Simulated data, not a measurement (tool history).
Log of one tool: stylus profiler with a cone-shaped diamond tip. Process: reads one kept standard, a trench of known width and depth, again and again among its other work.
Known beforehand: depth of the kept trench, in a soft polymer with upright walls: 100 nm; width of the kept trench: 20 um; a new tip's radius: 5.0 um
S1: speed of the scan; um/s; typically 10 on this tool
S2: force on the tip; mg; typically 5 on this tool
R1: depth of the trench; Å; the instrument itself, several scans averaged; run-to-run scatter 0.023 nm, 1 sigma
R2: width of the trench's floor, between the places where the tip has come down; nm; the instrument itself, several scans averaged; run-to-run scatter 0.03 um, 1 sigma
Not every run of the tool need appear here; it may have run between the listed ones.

run,hour,S1,S2,R1,R2
1,0,10,5,1023.2,17760
2,54.6,10,5,1022.9,17730
3,90.3,10,5,1023.2,17700
4,167.1,8,5,1023.1,17620
5,242.4,8,5,1023.5,17620
6,311.1,8,5,1023.5,17560
7,355.7,25,5,1023.6,17510
8,408.9,25,5,1023.3,17540
9,465.6,10,9.34,1035.2,17570
10,500.3,10,5,1024.2,17480
11,548,6,5,1023.7,17500
12,580.2,6,5,1024.2,17510
13,648.6,6,5,1023.9,17460
14,721.7,6,5,1024.2,17410
15,768.4,10,5,1023.8,17380
16,830.2,10,5,1024,17390
17,893.1,10,5,1024.3,17330
18,940.2,10,5,1024.4,17290
19,1015.7,10,5,1024.3,17290
20,1072.8,2,5,1024.7,17300
21,1140,10,11.29,1040.8,17230
22,1180,10,3.43,1019.2,17210
23,1235.1,10,5,1024.8,17140
24,1287.3,31,5,1024.9,17090
25,1331,31,5,1025,17130
26,1398.7,19,5.36,1026.1,17120
27,1442.7,19,5.36,1025.6,17070
28,1512.1,2,3.85,1021.4,17110
29,1570.7,24,14.81,1048.9,17070
30,1606.7,24,14.81,1049.2,17080
31,1641.9,21,2.59,1017,16980
32,1712.5,21,2.59,1017.3,17010
33,1770,21,14.73,1048.9,17020
34,1803.6,2,5,1025.3,17020
35,1853.2,4,5,1025.2,17010
36,1908.6,4,13.28,1045.8,17020
37,1980.2,4,13.28,1045.7,16890
38,2059.4,10,7.94,1033.7,16940
39,2096.6,16,2.12,1015.9,16830
40,2172,4,5.2,1026.4,16900
41,2223.2,4,5.2,1026.6,16830
42,2291.3,2,5.1,1026.4,16850
43,2348.6,28,1.89,1015,16790
44,2395.9,21,3.2,1020.5,16750
45,2431.3,21,3.2,1019.9,16740
46,2464.5,2,10.63,1040.9,16750

Consider 4 possible next runs. They are alternatives, not a sequence: every one starts from the tool as it was left by run 46. What does each give?
A,2520.1,3,4.25,?,?
B,2520.1,11,8.71,?,?
C,2520.1,2,1.93,?,?
D,2520.1,16,4.6,?,?

run,R1,R2
A,1024.2,16750
B,1036.1,16730
C,1015.7,16800
D,1024.9,16800
What these runs would have given with no unlogged condition in the tool:
run,R1,R2
A,1020.2,17990
B,1032.1,17970
C,1011.7,18030
D,1020.9,18030
